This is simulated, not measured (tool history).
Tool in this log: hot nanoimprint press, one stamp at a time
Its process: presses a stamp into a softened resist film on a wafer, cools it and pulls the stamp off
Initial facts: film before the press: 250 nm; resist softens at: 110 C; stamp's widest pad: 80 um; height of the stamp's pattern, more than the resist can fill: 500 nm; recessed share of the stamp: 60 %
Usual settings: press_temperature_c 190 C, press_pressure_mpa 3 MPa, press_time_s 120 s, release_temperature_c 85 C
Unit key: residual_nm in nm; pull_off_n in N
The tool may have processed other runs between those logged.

run,hour,press_temperature_c,press_pressure_mpa,press_time_s,release_temperature_c,residual_nm,pull_off_n
1,0,190,3,120,85,148.5,182
2,35,190,3,120,85,149.1,186
3,77,190,3,105,85,154.7,182
4,108.4,190,3,105,85,153.7,185
5,145.6,190,3,105,85,153.7,186
6,198.1,190,3,120,85,147.5,183
7,238.7,190,3,120,85,147.2,185
8,260,190,4.42,120,85,125,179
9,298.1,190,3,120,82,147.5,188
10,350.2,191,3,120,85,142.3,184
11,388.4,191,3,120,85,141.1,182
12,439.2,191,3,120,85,141.7,189
13,479.1,191,3,120,85,140.7,181
14,505.9,190,2.29,120,85,160.9,176
15,556.9,190,2.29,120,85,161.4,177
16,608.9,184,1.82,122,74,200.2,211
17,634.8,179,2.11,120,76,214.2,201
18,681.8,190,2.71,122,85,150,179
19,710.2,190,2.71,122,85,149.7,183
20,738.8,190,2.71,122,85,149.5,183
21,764.8,190,2.71,122,85,149.1,184
22,794.6,190,2.71,122,85,150.4,182
23,823,190,3,120,81,143.9,193
24,849.9,191,2.31,220,91,130.6,174
25,903.2,191,2.31,220,91,130.7,174
26,962.5,189,4.16,64,85,163.6,185
27,1002.3,181,4.34,173,85,161.3,185
28,1050.1,181,4.34,167,85,162.5,183

Missing from the log above: 7 entries noted between runs. For each, name the pair of listed runs it sits between and say how the tool's hidden condition differs from the listed run just before to the listed run just after:
From run 6 to run 7: stamp cleaned and given a new release coat (hour 225.3)
  pressure that arrives at the usual setting, %: 99.91 -> 99.9; grip of the stamp's worn release coat, % over a new coat's: 0.9 -> 0.1; drift of the gauge itself on residual_nm, %: -0.69 -> -0.81
  measured value less the no-hidden-state value, residual_nm: -1 -> -1.2 nm
From run 12 to run 13: stamp cleaned and given a new release coat (hour 449.1)
  true temperature over the reading, C: 0.02 -> 0.03; grip of the stamp's worn release coat, % over a new coat's: 1 -> 0.1; drift of the gauge itself on residual_nm, %: -1.5 -> -1.62
  measured value less the no-hidden-state value, residual_nm: -2.2 -> -2.4 nm
From run 17 to run 18: stamp cleaned and given a new release coat (hour 672.1)
  grip of the stamp's worn release coat, % over a new coat's: 0.9 -> 0; drift of the gauge itself on residual_nm, %: -2.15 -> -2.3
  measured value less the no-hidden-state value, residual_nm: -4.9 -> -3.6 nm
From run 23 to run 24: gauge calibrated (hour 848.8)
  pressure that arrives at the usual setting, %: 99.88 -> 99.87; grip of the stamp's worn release coat, % over a new coat's: 0.7 -> 0.8; drift of the gauge itself on residual_nm, %: -2.79 -> 0
  measured value less the no-hidden-state value, residual_nm: -4.3 -> -0.2 nm
From run 24 to run 25: stamp cleaned and given a new release coat (hour 895.4)
  grip of the stamp's worn release coat, % over a new coat's: 0.8 -> 0; drift of the gauge itself on residual_nm, %: 0 -> -0.17
  measured value less the no-hidden-state value, residual_nm: -0.2 -> -0.5 nm
From run 25 to run 26: press's hydraulic seals changed and the load cell set to zero (hour 945.5)
  pressure that arrives at the usual setting, %: 99.87 -> 100; grip of the stamp's worn release coat, % over a new coat's: 0 -> 0.3; drift of the gauge itself on residual_nm, %: -0.17 -> -0.34
  measured value less the no-hidden-state value, residual_nm: -0.5 -> -0.8 nm
From run 26 to run 27: plate thermocouple calibrated (hour 990.8)
  true temperature over the reading, C: 0.05 -> 0; grip of the stamp's worn release coat, % over a new coat's: 0.3 -> 0.4; drift of the gauge itself on residual_nm, %: -0.34 -> -0.47
  measured value less the no-hidden-state value, residual_nm: -0.8 -> -0.7 nm
